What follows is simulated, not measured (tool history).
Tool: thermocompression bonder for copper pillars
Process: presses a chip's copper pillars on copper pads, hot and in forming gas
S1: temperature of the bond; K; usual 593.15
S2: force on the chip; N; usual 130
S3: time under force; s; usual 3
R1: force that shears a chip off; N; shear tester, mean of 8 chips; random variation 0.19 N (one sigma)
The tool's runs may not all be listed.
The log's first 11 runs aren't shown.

{"hour": 176.0, "done": "forming gas filter changed"}
{"run": 12, "hour": 186.2, "S1": 615.15, "S2": 130, "S3": 4, "R1": 129.1}
{"run": 13, "hour": 207.9, "S1": 615.15, "S2": 130, "S3": 4, "R1": 129.1}
{"run": 14, "hour": 227.9, "S1": 615.15, "S2": 130, "S3": 2, "R1": 114.3}
{"run": 15, "hour": 246.3, "S1": 615.15, "S2": 130, "S3": 2, "R1": 113.9}
{"run": 16, "hour": 263.7, "S1": 615.15, "S2": 130, "S3": 2, "R1": 113.9}
{"run": 17, "hour": 285.3, "S1": 615.15, "S2": 130, "S3": 2, "R1": 113.7}
{"run": 18, "hour": 309.4, "S1": 568.15, "S2": 130, "S3": 2, "R1": 80.5}
{"run": 19, "hour": 319.8, "S1": 568.15, "S2": 130, "S3": 2, "R1": 80.9}
{"run": 20, "hour": 332.6, "S1": 604.15, "S2": 130, "S3": 2, "R1": 106.4}
{"run": 21, "hour": 346.8, "S1": 593.15, "S2": 130, "S3": 2, "R1": 98.8}
{"hour": 349.5, "done": "force cell calibrated"}
{"run": 22, "hour": 366.3, "S1": 564.15, "S2": 165, "S3": 6, "R1": 121.6}
{"run": 23, "hour": 388.2, "S1": 571.15, "S2": 82, "S3": 6, "R1": 79.2}
{"run": 24, "hour": 407.6, "S1": 593.15, "S2": 130, "S3": 5, "R1": 121.0}
{"run": 25, "hour": 433.2, "S1": 593.15, "S2": 148, "S3": 5, "R1": 128.0}
{"run": 26, "hour": 447.1, "S1": 593.15, "S2": 148, "S3": 5, "R1": 128.0}
{"run": 27, "hour": 464.1, "S1": 593.15, "S2": 148, "S3": 5, "R1": 128.0}
{"run": 28, "hour": 490.0, "S1": 569.15, "S2": 91, "S3": 3, "R1": 66.8}
{"hour": 496.2, "done": "force cell calibrated, once more"}
{"run": 29, "hour": 516.7, "S1": 569.15, "S2": 91, "S3": 3, "R1": 68.0}
{"run": 30, "hour": 533.5, "S1": 570.15, "S2": 118, "S3": 3, "R1": 86.7}
{"run": 31, "hour": 558.1, "S1": 578.15, "S2": 110, "S3": 3, "R1": 87.3}
{"run": 32, "hour": 569.5, "S1": 566.15, "S2": 88, "S3": 3, "R1": 63.9}
{"run": 33, "hour": 583.5, "S1": 572.15, "S2": 114, "S3": 2, "R1": 74.8}

5 ways to go on from here, each from the tool as it stands after run 33. What would each give?
{"run": "A", "hour": 604.8, "S1": 572.15, "S2": 114, "S3": 2, "R1": "?"}
{"run": "B", "hour": 604.8, "S1": 572.15, "S2": 114, "S3": 2, "R1": "?"}
{"run": "C", "hour": 604.8, "S1": 593.15, "S2": 96, "S3": 3, "R1": "?"}
{"run": "D", "hour": 604.8, "S1": 566.15, "S2": 114, "S3": 2, "R1": "?"}
{"run": "E", "hour": 604.8, "S1": 609.15, "S2": 103, "S3": 2, "R1": "?"}

run=A R1=74.9
run=B R1=74.8
run=C R1=88.4
run=D R1=70.4
run=E R1=93.5
Without the tool's hidden state the same runs would have given:
run=A R1=72.3
run=B R1=72.3
run=C R1=86.2
run=D R1=67.9
run=E R1=91.6
